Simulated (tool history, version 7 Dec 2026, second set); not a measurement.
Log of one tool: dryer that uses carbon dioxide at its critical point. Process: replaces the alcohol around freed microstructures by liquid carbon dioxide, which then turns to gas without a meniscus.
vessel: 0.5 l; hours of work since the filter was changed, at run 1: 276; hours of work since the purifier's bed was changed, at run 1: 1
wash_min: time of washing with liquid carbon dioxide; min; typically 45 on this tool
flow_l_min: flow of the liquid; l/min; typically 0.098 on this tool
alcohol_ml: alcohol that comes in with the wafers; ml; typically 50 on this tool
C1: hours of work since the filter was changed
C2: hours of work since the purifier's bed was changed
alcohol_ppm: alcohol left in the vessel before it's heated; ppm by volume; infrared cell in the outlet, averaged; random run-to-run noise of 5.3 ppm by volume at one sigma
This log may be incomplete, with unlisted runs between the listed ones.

{"run": 1, "day": 0.0, "wash_min": 45, "flow_l_min": 0.098, "alcohol_ml": 50, "C1": 276, "C2": 1, "alcohol_ppm": 157}
{"run": 2, "day": 0.417, "wash_min": 36, "flow_l_min": 0.098, "alcohol_ml": 50, "C1": 281, "C2": 6, "alcohol_ppm": 550}
{"run": 3, "day": 0.738, "wash_min": 36, "flow_l_min": 0.098, "alcohol_ml": 50, "C1": 285, "C2": 10, "alcohol_ppm": 558}
{"run": 4, "day": 1.158, "wash_min": 36, "flow_l_min": 0.098, "alcohol_ml": 71, "C1": 291, "C2": 16, "alcohol_ppm": 790}
{"run": 5, "day": 1.671, "wash_min": 45, "flow_l_min": 0.098, "alcohol_ml": 50, "C1": 297, "C2": 22, "alcohol_ppm": 153}
{"run": 6, "day": 2.296, "wash_min": 45, "flow_l_min": 0.098, "alcohol_ml": 50, "C1": 305, "C2": 30, "alcohol_ppm": 164}
{"run": 7, "day": 2.575, "wash_min": 45, "flow_l_min": 0.098, "alcohol_ml": 50, "C1": 308, "C2": 33, "alcohol_ppm": 165}
{"run": 8, "day": 3.012, "wash_min": 45, "flow_l_min": 0.098, "alcohol_ml": 50, "C1": 314, "C2": 39, "alcohol_ppm": 169}
{"run": 9, "day": 3.267, "wash_min": 45, "flow_l_min": 0.098, "alcohol_ml": 23, "C1": 317, "C2": 42, "alcohol_ppm": 81}
{"run": 10, "day": 3.842, "wash_min": 45, "flow_l_min": 0.098, "alcohol_ml": 23, "C1": 324, "C2": 49, "alcohol_ppm": 86}
{"run": 11, "day": 4.15, "wash_min": 45, "flow_l_min": 0.098, "alcohol_ml": 50, "C1": 328, "C2": 53, "alcohol_ppm": 172}
{"run": 12, "day": 4.708, "wash_min": 45, "flow_l_min": 0.098, "alcohol_ml": 50, "C1": 335, "C2": 60, "alcohol_ppm": 165}
{"run": 13, "day": 5.179, "wash_min": 45, "flow_l_min": 0.098, "alcohol_ml": 50, "C1": 341, "C2": 66, "alcohol_ppm": 177}
{"run": 14, "day": 5.567, "wash_min": 45, "flow_l_min": 0.098, "alcohol_ml": 90, "C1": 346, "C2": 71, "alcohol_ppm": 299}
{"run": 15, "day": 6.192, "wash_min": 45, "flow_l_min": 0.098, "alcohol_ml": 90, "C1": 354, "C2": 79, "alcohol_ppm": 325}
{"run": 16, "day": 6.483, "wash_min": 27, "flow_l_min": 0.075, "alcohol_ml": 37, "C1": 357, "C2": 82, "alcohol_ppm": 4110}
{"run": 17, "day": 7.079, "wash_min": 27, "flow_l_min": 0.075, "alcohol_ml": 37, "C1": 365, "C2": 90, "alcohol_ppm": 4171}
{"run": 18, "day": 7.454, "wash_min": 71, "flow_l_min": 0.0898, "alcohol_ml": 27, "C1": 370, "C2": 95, "alcohol_ppm": 25}
{"run": 19, "day": 7.921, "wash_min": 32, "flow_l_min": 0.1203, "alcohol_ml": 106, "C1": 375, "C2": 100, "alcohol_ppm": 749}
{"run": 20, "day": 8.512, "wash_min": 43, "flow_l_min": 0.1496, "alcohol_ml": 66, "C1": 383, "C2": 108, "alcohol_ppm": 27}
{"run": 21, "day": 8.942, "wash_min": 40, "flow_l_min": 0.1496, "alcohol_ml": 22, "C1": 388, "C2": 113, "alcohol_ppm": 30}
{"run": 22, "day": 9.396, "wash_min": 45, "flow_l_min": 0.0912, "alcohol_ml": 78, "C1": 394, "C2": 119, "alcohol_ppm": 459}
{"run": 23, "day": 9.883, "wash_min": 45, "flow_l_min": 0.0912, "alcohol_ml": 78, "C1": 400, "C2": 125, "alcohol_ppm": 454}
{"run": 24, "day": 10.496, "wash_min": 45, "flow_l_min": 0.0912, "alcohol_ml": 78, "C1": 408, "C2": 133, "alcohol_ppm": 466}
{"run": 25, "day": 11.038, "wash_min": 48, "flow_l_min": 0.0631, "alcohol_ml": 23, "C1": 415, "C2": 140, "alcohol_ppm": 697}
{"run": 26, "day": 11.429, "wash_min": 70, "flow_l_min": 0.1493, "alcohol_ml": 23, "C1": 419, "C2": 144, "alcohol_ppm": 34}
{"run": 27, "day": 12.029, "wash_min": 39, "flow_l_min": 0.079, "alcohol_ml": 50, "C1": 427, "C2": 152, "alcohol_ppm": 1304}

Branching from run 27: 5 alternative next runs. What would each branch give?
{"run": "A", "day": 12.642, "wash_min": 30, "flow_l_min": 0.0684, "alcohol_ml": 56, "C1": 435, "C2": 160, "alcohol_ppm": "?"}
{"run": "B", "day": 12.642, "wash_min": 39, "flow_l_min": 0.079, "alcohol_ml": 87, "C1": 435, "C2": 160, "alcohol_ppm": "?"}
{"run": "C", "day": 12.642, "wash_min": 44, "flow_l_min": 0.0936, "alcohol_ml": 101, "C1": 435, "C2": 160, "alcohol_ppm": "?"}
{"run": "D", "day": 12.642, "wash_min": 38, "flow_l_min": 0.1063, "alcohol_ml": 61, "C1": 435, "C2": 160, "alcohol_ppm": "?"}
{"run": "E", "day": 12.642, "wash_min": 31, "flow_l_min": 0.098, "alcohol_ml": 75, "C1": 435, "C2": 160, "alcohol_ppm": "?"}

run=A alcohol_ppm=6520
run=B alcohol_ppm=2293
run=C alcohol_ppm=605
run=D alcohol_ppm=402
run=E alcohol_ppm=1975
The same runs, with their run-to-run variation unchanged, on a tool lacking any hidden condition would have given:
run=A alcohol_ppm=5025
run=B alcohol_ppm=1537
run=C alcohol_ppm=344
run=D alcohol_ppm=222
run=E alcohol_ppm=1322
